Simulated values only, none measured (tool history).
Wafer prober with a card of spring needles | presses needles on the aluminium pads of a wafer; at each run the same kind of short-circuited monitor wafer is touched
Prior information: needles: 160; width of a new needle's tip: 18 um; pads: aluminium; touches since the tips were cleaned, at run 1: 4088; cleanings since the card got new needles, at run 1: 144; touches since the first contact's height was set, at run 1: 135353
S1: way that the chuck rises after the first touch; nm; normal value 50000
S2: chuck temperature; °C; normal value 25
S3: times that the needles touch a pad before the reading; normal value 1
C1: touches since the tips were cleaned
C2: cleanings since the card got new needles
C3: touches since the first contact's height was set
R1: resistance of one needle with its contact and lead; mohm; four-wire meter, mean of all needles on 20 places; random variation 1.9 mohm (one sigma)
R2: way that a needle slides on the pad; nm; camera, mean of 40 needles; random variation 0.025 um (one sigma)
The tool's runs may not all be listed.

run    hour     S1   S2  S3    C1   C2      C3   R1     R2
  1       0  50000   25   1  4088  144  135353  210   9890
        2.6  -- tips cleaned on abrasive film
       12.7  -- tips cleaned on abrasive film
       25.2  -- tips cleaned on abrasive film
       30.5  -- height of the first contact set anew
  2    32.1  50000   25   1  3503  147     851  203   9930
       37.2  -- tips cleaned on abrasive film
       47.3  -- tips cleaned on abrasive film
       57.4  -- tips cleaned on abrasive film
         70  -- tips cleaned on abrasive film
  3    73.2  50000   35   1  1730  151   22470  210   9950
       80.8  -- tips cleaned on abrasive film
       90.9  -- tips cleaned on abrasive film
      103.3  -- tips cleaned on abrasive film
      115.9  -- tips cleaned on abrasive film
      128.5  -- tips cleaned on abrasive film
  4   129.9  50000   35   1   794  156   52342  208   9990
        140  -- tips cleaned on abrasive film
      152.5  -- tips cleaned on abrasive film
  5   157.4  50000   25   2  2608  158   66829  204   9960
        165  -- tips cleaned on abrasive film
      177.6  -- tips cleaned on abrasive film
      190.2  -- tips cleaned on abrasive film
      202.7  -- tips cleaned on abrasive film
      214.6  -- tips cleaned on abrasive film
  6   214.6  50000   25   2     0  163   96921  208  10030
      224.6  -- tips cleaned on abrasive film
      234.7  -- tips cleaned on abrasive film
      247.3  -- tips cleaned on abrasive film
      257.4  -- tips cleaned on abrasive film
      267.5  -- tips cleaned on abrasive film
  7     272  50000   25   2  2433  168  127199  205   9990
      279.6  -- tips cleaned on abrasive film
        292  -- tips cleaned on abrasive film
      304.6  -- tips cleaned on abrasive film
      314.6  -- tips cleaned on abrasive film
      317.4  -- height of the first contact set anew
      327.5  -- tips cleaned on abrasive film
      339.5  -- card fitted with new needles
  8   342.7  50000   56   1  1711    0    1711  214   9990
      350.3  -- tips cleaned on abrasive film
      362.9  -- tips cleaned on abrasive film
      375.3  -- tips cleaned on abrasive film
      385.4  -- tips cleaned on abrasive film
        398  -- tips cleaned on abrasive film
  9   400.1  50000   56   1  1143    5   31940  212  10020
      410.2  -- tips cleaned on abrasive film
      420.3  -- tips cleaned on abrasive film
      432.9  -- tips cleaned on abrasive film
      445.4  -- tips cleaned on abrasive film
 10   446.5  50000   56   1   607    9   56374  208  10070
      456.6  -- tips cleaned on abrasive film
      469.2  -- tips cleaned on abrasive film
      481.8  -- tips cleaned on abrasive film
 11   488.7  50000   56   1  3675   12   78613  213  10060
      493.7  -- tips cleaned on abrasive film
      506.3  -- tips cleaned on abrasive film
      517.9  -- tips cleaned on abrasive film
 12   517.9  50000   56   1     0   15   93969  212  10020
        528  -- tips cleaned on abrasive film
      538.1  -- tips cleaned on abrasive film
      549.2  -- tips cleaned on abrasive film
 13   549.2  50000   56   1     0   18  110437  213  10030
      561.8  -- tips cleaned on abrasive film
      574.3  -- tips cleaned on abrasive film
      584.3  -- tips cleaned on abrasive film
 14   592.7  70000  111   1  4448   21  133394  221  14130
      595.3  -- tips cleaned on abrasive film
      605.4  -- tips cleaned on abrasive film
        618  -- tips cleaned on abrasive film
 15   622.3  44000  118   1  2326   24  148980  230   8840
      625.1  -- height of the first contact set anew
      630.2  -- tips cleaned on abrasive film
      640.3  -- tips cleaned on abrasive film
      650.4  -- tips cleaned on abrasive film
        663  -- tips cleaned on abrasive film
 16   667.4  44000  118   1  2359   28   22247  232   8850
      674.9  -- tips cleaned on abrasive film
        685  -- tips cleaned on abrasive film
      697.5  -- tips cleaned on abrasive film
        710  -- tips cleaned on abrasive film
      722.3  -- tips cleaned on abrasive film
 17   722.3  44000  118   1     0   33   51163  230   8870
      734.8  -- tips cleaned on abrasive film
      747.3  -- tips cleaned on abrasive film
      759.9  -- tips cleaned on abrasive film
      770.5  -- tips cleaned on abrasive film
 18   770.5  50000   69   3     0   37   76555  218  10120
      780.6  -- tips cleaned on abrasive film
      793.2  -- tips cleaned on abrasive film
 19   802.9  50000   69   3  5152   39   93640  216  10130
      805.5  -- tips cleaned on abrasive film
      815.6  -- tips cleaned on abrasive film
      828.2  -- tips cleaned on abrasive film
 20   831.1  32000   25   1  1552   42  108451  217   6490
      838.7  -- tips cleaned on abrasive film
      851.2  -- tips cleaned on abrasive film
      863.8  -- tips cleaned on abrasive film
      876.2  -- tips cleaned on abrasive film
 21   879.5  55000   25   1  1784   46  133989  200  11130
        887  -- tips cleaned on abrasive film
      897.1  -- tips cleaned on abrasive film
      909.5  -- tips cleaned on abrasive film
      912.3  -- height of the first contact set anew
      922.3  -- tips cleaned on abrasive film
 22   923.7  55000   31   1   732   50    5980  206  11100
      933.7  -- tips cleaned on abrasive film
      946.2  -- tips cleaned on abrasive film
      956.3  -- tips cleaned on abrasive film
      968.7  -- tips cleaned on abrasive film
 23     974  64000   37   3  2817   54   32508  206  13010
      979.1  -- tips cleaned on abrasive film
      991.6  -- tips cleaned on abrasive film
     1004.1  -- tips cleaned on abrasive film
     1014.1  -- tips cleaned on abrasive film
 24  1014.6  32000   76   2   242   58   53854  229   6500
     1024.7  -- tips cleaned on abrasive film
     1037.3  -- tips cleaned on abrasive film
     1049.8  -- tips cleaned on abrasive film
 25  1059.1  32000   76   2  4932   61   77348  228   6500
     1061.7  -- tips cleaned on abrasive film
     1071.8  -- tips cleaned on abrasive film
     1081.9  -- tips cleaned on abrasive film
       1092  -- tips cleaned on abrasive film
 26  1096.3  51000   59   2  2330   65   96915  212  10390

Branching from run 26: 3 alternative next runs. What would each branch give?
     1098.8  -- gauge calibrated
     1103.9  -- tips cleaned on abrasive film
     1116.5  -- tips cleaned on abrasive film
     1126.6  -- tips cleaned on abrasive film
  A  1130  56000  36   3  1787  68  114614   ?   ?
     1098.8  -- gauge calibrated
     1103.9  -- tips cleaned on abrasive film
     1116.5  -- tips cleaned on abrasive film
     1126.6  -- tips cleaned on abrasive film
  B  1130  57000  59   2  1787  68  114614   ?   ?
     1098.8  -- gauge calibrated
     1103.9  -- tips cleaned on abrasive film
     1116.5  -- tips cleaned on abrasive film
     1126.6  -- tips cleaned on abrasive film
  C  1130  68000  25   1  1787  68  114614   ?   ?

run   R1     R2
  A  208  11200
  B  213  11290
  C  200  13570
Take away the tool's hidden state, keep each run's random variation, and the runs would have read:
run   R1     R2
  A  208  11190
  B  213  11280
  C  200  13560

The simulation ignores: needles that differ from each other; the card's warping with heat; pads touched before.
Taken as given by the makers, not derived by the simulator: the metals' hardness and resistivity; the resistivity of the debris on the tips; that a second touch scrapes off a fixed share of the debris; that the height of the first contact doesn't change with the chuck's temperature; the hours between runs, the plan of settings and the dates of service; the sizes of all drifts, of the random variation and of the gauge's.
